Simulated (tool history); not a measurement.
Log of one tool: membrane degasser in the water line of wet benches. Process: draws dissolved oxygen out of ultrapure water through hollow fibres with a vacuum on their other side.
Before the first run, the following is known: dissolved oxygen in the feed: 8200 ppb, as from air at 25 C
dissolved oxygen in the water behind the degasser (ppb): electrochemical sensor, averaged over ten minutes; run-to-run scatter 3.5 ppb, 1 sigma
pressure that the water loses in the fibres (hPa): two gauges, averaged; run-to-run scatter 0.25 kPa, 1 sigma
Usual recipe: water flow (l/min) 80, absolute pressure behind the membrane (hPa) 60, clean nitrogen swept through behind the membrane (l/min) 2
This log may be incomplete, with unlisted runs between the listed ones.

| run | hour | water flow (l/min) | absolute pressure behind the membrane (hPa) | clean nitrogen swept through behind the membrane (l/min) | dissolved oxygen in the water behind the degasser (ppb) | pressure that the water loses in the fibres (hPa) |
|---|---|---|---|---|---|---|
| 1 | 0 | 80 | 60 | 2 | 361.9 | 697.3 |
| 2 | 32.7 | 87 | 60 | 2 | 394.9 | 754.6 |
| 3 | 91.1 | 80 | 60 | 2 | 362 | 693.1 |
| 4 | 119.3 | 80 | 60 | 2 | 364.5 | 693.3 |
| 5 | 176 | 80 | 74.1 | 2 | 470.1 | 697.2 |
| 6 | 232.4 | 80 | 60 | 3.64 | 279 | 695.3 |
| 7 | 278.3 | 72 | 60 | 2 | 329.3 | 626.1 |
| 8 | 314 | 80 | 60 | 2 | 358.2 | 693.5 |
| 9 | 348.8 | 80 | 60 | 2 | 364 | 697.8 |
| 10 | 399.8 | 80 | 60 | 2 | 365.5 | 693.6 |
| 11 | 432.3 | 80 | 147.1 | 2 | 956.3 | 696.7 |
| 12 | 471.3 | 80 | 60 | 1.23 | 464.2 | 695 |
| 13 | 523.5 | 80 | 60 | 2 | 372.8 | 698.9 |
|  | 541.3 | seals of the vacuum lines changed |
| 14 | 574.6 | 80 | 60 | 2 | 376.2 | 695.4 |
| 15 | 602.3 | 80 | 60 | 2 | 366.5 | 697.3 |
| 16 | 647.6 | 80 | 50.2 | 2 | 299.9 | 699.2 |
| 17 | 685.2 | 80 | 60 | 2 | 366.9 | 699.3 |
| 18 | 722.8 | 80 | 60 | 2 | 373.2 | 694.8 |
| 19 | 778.5 | 64 | 47.3 | 2 | 220.2 | 559.7 |
| 20 | 838 | 124 | 95.5 | 3.81 | 644 | 1080.5 |
| 21 | 898.3 | 119 | 95.5 | 3.81 | 614.2 | 1042.6 |
| 22 | 934.5 | 96 | 52.4 | 2 | 373 | 835.6 |
| 23 | 994.6 | 96 | 52.4 | 2 | 379 | 833.4 |
| 24 | 1027.5 | 124 | 129.6 | 1.65 | 1329.7 | 1087.4 |
| 25 | 1055.7 | 62 | 60 | 2 | 291.8 | 543.9 |
| 26 | 1097.2 | 80 | 108 | 2 | 704.4 | 699.7 |
| 27 | 1121.8 | 80 | 108 | 2 | 713.3 | 701.4 |
| 28 | 1175.3 | 63 | 60 | 4.99 | 197.4 | 547.2 |
| 29 | 1209 | 63 | 60 | 4.99 | 196.3 | 551.6 |
| 30 | 1244.5 | 63 | 60 | 4.99 | 195.8 | 552.2 |
| 31 | 1270.6 | 55 | 92.1 | 4.69 | 257.2 | 483.9 |
| 32 | 1299.4 | 55 | 92.1 | 4.69 | 255.3 | 479.6 |
| 33 | 1341.2 | 55 | 92.1 | 4.69 | 257.3 | 481.6 |

Hidden state or all else? Some run-to-run changes of dissolved oxygen in the water behind the degasser (ppb), split into what the settings, what came in and random variation would give without the hidden state, and what is left for the hidden state (with any gauge scatter that isn't in both results):
Hidden conditions of the tool in this case: membrane still open, %; true pressure behind the membrane over the reading, kPa; air that leaks in behind the membrane, l/min; drift of the gauge itself on oxygen_ppb, %; drift of the gauge itself on loss_of_pressure_kpa, %.
Run 10 -> 11: absolute pressure behind the membrane (hPa) 60 -> 147.1. dissolved oxygen in the water behind the degasser (ppb) +590.8: hidden state -1.6, all else +592.4.
Run 11 -> 12: absolute pressure behind the membrane (hPa) 147.1 -> 60, clean nitrogen swept through behind the membrane (l/min) 2 -> 1.23. dissolved oxygen in the water behind the degasser (ppb) -492.1: hidden state +5.6, all else -497.7.
Run 23 -> 24: water flow (l/min) 96 -> 124, absolute pressure behind the membrane (hPa) 52.4 -> 129.6, clean nitrogen swept through behind the membrane (l/min) 2 -> 1.65. dissolved oxygen in the water behind the degasser (ppb) +950.7: hidden state +2.2, all else +948.5.
Run 24 -> 25: water flow (l/min) 124 -> 62, absolute pressure behind the membrane (hPa) 129.6 -> 60, clean nitrogen swept through behind the membrane (l/min) 1.65 -> 2. dissolved oxygen in the water behind the degasser (ppb) -1037.9: hidden state -9.8, all else -1028.1.
Run 27 -> 28: water flow (l/min) 80 -> 63, absolute pressure behind the membrane (hPa) 108 -> 60, clean nitrogen swept through behind the membrane (l/min) 2 -> 4.99. dissolved oxygen in the water behind the degasser (ppb) -515.9: hidden state -7.7, all else -508.2.
